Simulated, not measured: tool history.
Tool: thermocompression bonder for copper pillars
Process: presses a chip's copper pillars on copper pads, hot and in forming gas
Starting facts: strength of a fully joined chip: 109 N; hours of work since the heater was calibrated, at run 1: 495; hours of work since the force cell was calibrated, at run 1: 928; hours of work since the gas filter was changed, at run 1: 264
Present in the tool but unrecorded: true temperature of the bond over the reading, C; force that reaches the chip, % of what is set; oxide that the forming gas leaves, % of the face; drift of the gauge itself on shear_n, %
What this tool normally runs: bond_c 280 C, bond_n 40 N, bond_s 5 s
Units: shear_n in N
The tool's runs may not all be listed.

run     day  bond_c  bond_n  bond_s  hours of work since the heater was calibrated  hours of work since the force cell was calibrated  hours of work since the gas filter was changed  shear_n
  1       0     280      40       5                                            495                                                928                                             264     61.2
  2   1.775     280      40       5                                            527                                                960                                             296     60.3
  3   3.625     280      40       5                                            560                                                994                                             329     59.3
      4.788  -- forming gas filter changed
  4   5.212     280      40       5                                            588                                               1022                                               8     63.8
  5   6.954     280      40       3                                            620                                               1053                                              39     51.5
  6   8.488     280      40       3                                            647                                               1081                                              67     51.2
  7   9.808     280      40       3                                            671                                               1105                                              90       51
  8  11.429     280      40       3                                            701                                               1134                                             120     50.6
  9  13.279     269      40       3                                            734                                               1167                                             153     42.6
 10  14.454     269      40       3                                            755                                               1188                                             174     42.8
     14.988  -- heater calibrated with a thermocouple chip
 11  16.692     269      40       3                                             31                                               1227                                             213     46.5
 12  17.754     269      40       3                                             50                                               1246                                             232     45.9
 13  18.675     269      40       3                                             66                                               1263                                             249       45
 14  19.592     269      40       3                                             83                                               1279                                             265     44.3
 15  21.654     280      31       5                                            120                                               1317                                             302     51.4
 16  23.462     280      31       5                                            153                                               1349                                             335     49.9
     24.292  -- forming gas filter changed
 17  25.121     280      31       5                                            182                                               1379                                              15     52.1
 18  27.058     280      40       8                                            217                                               1414                                              50     74.2
 19  28.775     280      40       8                                            248                                               1444                                              81     72.9
 20  30.162     280      46       5                                            273                                               1469                                             106     70.7
 21  31.088     280      46       5                                            290                                               1486                                             122     68.4
 22  32.262     280      46      12                                            311                                               1507                                             144     85.2
 23  33.175     280      46      12                                            327                                               1524                                             160     83.7
 24  34.442     280      46      12                                            350                                               1547                                             183       85
 25  36.017     269      46      13                                            378                                               1575                                             211     75.8
 26  37.379     269      46      13                                            403                                               1599                                             236     76.8
 27  39.221     269      46       4                                            436                                               1633                                             269     51.3
 28  40.496     269      46       4                                            459                                               1656                                             292     51.7
 29  42.504     300      46       4                                            495                                               1692                                             328     75.3
       43.7  -- forming gas filter changed
 30   43.75     300      46       4                                            517                                               1714                                               1     78.2
 31  45.842     280      31       7                                            555                                               1752                                              39     53.7
 32  46.883     251      31       6                                            574                                               1770                                              57     29.8
 33    48.1     280      30       3                                            596                                               1792                                              79     37.6
 34  49.975     261      55       8                                            629                                               1826                                             113     68.3
 35  51.221     261      55       8                                            652                                               1848                                             135     65.5
 36  52.458     270      25       5                                            674                                               1871                                             158     30.8
     54.329  -- force cell calibrated
 37  54.538     270      58       7                                            711                                                  4                                             194     79.4
 38  56.212     270      58       7                                            741                                                 34                                             224     78.4
     57.517  -- heater calibrated with a thermocouple chip
 39  58.217     270      58       7                                             13                                                 69                                             259     81.4

Branching from run 39: 3 alternative next runs. What would each branch give?
  A  59.492     261      55       4                                             36                                                 91                                             282        ?
  B  59.492     270      39       6                                             36                                                 91                                             282        ?
  C  59.492     296      59      13                                             36                                                 91                                             282        ?

run  shear_n
  A     62.3
  B     61.3
  C    100.2
The same runs, with their run-to-run variation unchanged, on a tool lacking any hidden condition would have given:
run  shear_n
  A     66.4
  B     65.2
  C    105.9
